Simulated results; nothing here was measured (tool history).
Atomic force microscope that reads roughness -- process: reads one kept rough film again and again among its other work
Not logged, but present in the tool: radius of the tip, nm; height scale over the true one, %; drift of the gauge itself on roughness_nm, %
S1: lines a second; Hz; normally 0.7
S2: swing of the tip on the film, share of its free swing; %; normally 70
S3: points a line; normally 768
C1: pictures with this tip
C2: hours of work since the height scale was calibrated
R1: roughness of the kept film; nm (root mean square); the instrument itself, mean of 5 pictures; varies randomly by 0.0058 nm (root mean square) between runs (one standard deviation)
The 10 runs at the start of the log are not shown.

run    hour     S1  S2   S3   C1    C2     R1
 11   312.4  3.506  70  768  131   448  0.952
      345.7  -- new tip fitted
 12   358.8    0.7  70  768   24   483  1.041
 13   389.6    0.7  70  768   81   507  1.032
 14   411.1    0.7  70  768  121   524  1.025
 15   433.4    0.7  70  768  162   541  1.042
      447.1  -- new tip fitted
 16   461.8    0.7  70  486   27   562  1.029
 17   492.4    0.7  70  486   84   586  1.026
 18   528.9   0.94  69  966  151   614  1.019
        551  -- new tip fitted
 19     551   0.94  69  966    0   631  1.038
 20   583.1  1.937  84  400   59   656  0.932
 21   624.7  1.937  84  400  136   688   0.93
 22   644.5   1.13  70  768  173   703  1.028
      652.4  -- new tip fitted
 23   667.1  0.803  70  579   27   720  1.029
 24   710.8  1.472  68  579  108   754  1.021
 25   737.5  1.472  88  360  157   775  0.933
      756.3  -- new tip fitted
 26   774.7  1.472  88  430   34   803  0.945
 27   810.6    0.7  78  360  100   831  1.004
 28   855.4    0.7  63  749  183   865  1.038
      858.6  -- new tip fitted
 29   902.5    0.7  63  749   81   902  1.046
 30   937.5  1.849  86  409  146   929  0.933
      960.7  -- new tip fitted
 31   963.3  2.836  79  809    4   948  0.934
 32   990.3  2.836  78  809   54   969  0.937
 33  1020.4  1.462  63  262  110   992  0.983
     1062.4  -- new tip fitted
 34  1063.1    0.7  89  266    2  1025  0.975

5 options for the next run, each taken on its own from the tool as it stands now. Forecast them:
  A  1087.7  1.095  89  266  47  1044   ?
  B  1087.7    0.7  89  770  47  1044   ?
  C  1087.7    0.7  62  768  47  1044   ?
  D  1087.7    0.7  89  510  47  1044   ?
  E  1087.7    0.7  60  266  47  1044   ?

run     R1
  A  0.936
  B  1.002
  C  1.034
  D  0.992
  E  1.008
With no hidden state in the tool, these same runs would have given:
run     R1
  A  0.937
  B  1.003
  C  1.035
  D  0.992
  E  1.009
